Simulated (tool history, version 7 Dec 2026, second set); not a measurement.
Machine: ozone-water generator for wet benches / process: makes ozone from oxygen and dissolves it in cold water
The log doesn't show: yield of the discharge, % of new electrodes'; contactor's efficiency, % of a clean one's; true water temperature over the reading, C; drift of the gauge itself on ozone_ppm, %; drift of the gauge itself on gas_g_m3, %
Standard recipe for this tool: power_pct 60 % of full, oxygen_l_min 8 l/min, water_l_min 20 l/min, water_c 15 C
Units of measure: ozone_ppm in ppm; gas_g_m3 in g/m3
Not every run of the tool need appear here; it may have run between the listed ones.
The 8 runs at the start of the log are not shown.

| run | day | power_pct | oxygen_l_min | water_l_min | water_c | hours of work since the electrodes were changed | hours of work since the contactor was cleaned | hours of work since the thermometer was calibrated | ozone_ppm | gas_g_m3 |
|---|---|---|---|---|---|---|---|---|---|---|
| 9 | 24.771 | 60 | 8 | 20 | 15 | 3467 | 3887 | 1406 | 17 | 120.5 |
| 10 | 28.875 | 60 | 8 | 20 | 15 | 3564 | 3983 | 1503 | 17.1 | 118.3 |
| 11 | 31.95 | 60 | 8 | 20 | 15 | 3636 | 4055 | 1575 | 16.8 | 121.1 |
| 12 | 35.762 | 60 | 8 | 20 | 15 | 3726 | 4145 | 1665 | 16.7 | 119.7 |
| 13 | 39.15 | 60 | 8 | 20 | 15 | 3806 | 4225 | 1744 | 16.8 | 118.5 |
| 14 | 42.75 | 60 | 8 | 20 | 15 | 3890 | 4309 | 1829 | 16.8 | 118.5 |
| 15 | 46.775 | 60 | 8 | 20 | 15 | 3985 | 4404 | 1924 | 16.6 | 119.3 |
| 16 | 49.971 | 60 | 8 | 27 | 15 | 4060 | 4479 | 1999 | 12.8 | 117.8 |
| 17 | 53.808 | 60 | 8 | 27 | 15 | 4150 | 4569 | 2089 | 12.9 | 115.9 |
| 18 | 58.071 | 60 | 8 | 13 | 15 | 4251 | 4670 | 2189 | 22.1 | 116.6 |
| 19 | 61.417 | 87 | 8 | 27 | 11 | 4329 | 4748 | 2268 | 16.4 | 140.3 |
| 20 | 65.692 | 48 | 5.29 | 20 | 15 | 4430 | 4849 | 2368 | 14.7 | 129.2 |
| 21 | 68.942 | 77 | 8 | 20 | 15 | 4506 | 4925 | 2445 | 18.6 | 131 |
| 22 | 72.575 | 77 | 8 | 31 | 9 | 4592 | 5011 | 2530 | 13.9 | 130.5 |
| 23 | 76.154 | 77 | 8 | 31 | 9 | 4676 | 5095 | 2614 | 13.7 | 129.2 |
| 24 | 80.025 | 48 | 8 | 20 | 15 | 4767 | 5186 | 2705 | 14.6 | 102.4 |
| 25 | 84.054 | 71 | 7.57 | 20 | 15 | 4861 | 5281 | 2800 | 17.5 | 128.2 |
| 26 | 86.208 | 71 | 7.57 | 20 | 15 | 4912 | 5331 | 2851 | 17.4 | 128.2 |
| 27 | 89.242 | 86 | 7.41 | 22 | 15 | 4983 | 5403 | 2922 | 17.9 | 140.3 |
| 28 | 91.092 | 56 | 7.41 | 22 | 15 | 5027 | 5446 | 2966 | 14.6 | 116.2 |
| 29 | 93.929 | 56 | 7.41 | 22 | 15 | 5094 | 5513 | 3032 | 14.4 | 115.1 |
| 30 | 97.229 | 56 | 11.74 | 22 | 15 | 5171 | 5591 | 3110 | 14.2 | 90.5 |
| 31 | 101.442 | 56 | 11.74 | 22 | 15 | 5270 | 5690 | 3209 | 13.7 | 89.5 |

Below are 5 alternative next runs, each starting from the tool's condition after run 31. Predict each:
|  | 103.312 | contactor cleaned |
| A | 104.746 | 60 | 4.51 | 30 | 15 | 5344 | 34 | 3283 | ? | ? |
|  | 103.312 | contactor cleaned |
| B | 104.746 | 50 | 13.6 | 25 | 15 | 5344 | 34 | 3283 | ? | ? |
|  | 103.312 | contactor cleaned |
| C | 104.746 | 43 | 4.45 | 22 | 15 | 5344 | 34 | 3283 | ? | ? |
|  | 103.312 | contactor cleaned |
| D | 104.746 | 41 | 8 | 20 | 7 | 5344 | 34 | 3283 | ? | ? |
|  | 103.312 | contactor cleaned |
| E | 104.746 | 58 | 11.74 | 13 | 15 | 5344 | 34 | 3283 | ? | ? |

| run | ozone_ppm | gas_g_m3 |
|---|---|---|
| A | 11.1 | 152.3 |
| B | 12.2 | 78.1 |
| C | 12.9 | 131.7 |
| D | 15.6 | 95.2 |
| E | 19.9 | 91.2 |
Without the tool's hidden state the same runs would have given:
| run | ozone_ppm | gas_g_m3 |
|---|---|---|
| A | 12.9 | 175 |
| B | 14 | 88.6 |
| C | 14.6 | 147.7 |
| D | 17.5 | 106.3 |
| E | 23 | 104.6 |

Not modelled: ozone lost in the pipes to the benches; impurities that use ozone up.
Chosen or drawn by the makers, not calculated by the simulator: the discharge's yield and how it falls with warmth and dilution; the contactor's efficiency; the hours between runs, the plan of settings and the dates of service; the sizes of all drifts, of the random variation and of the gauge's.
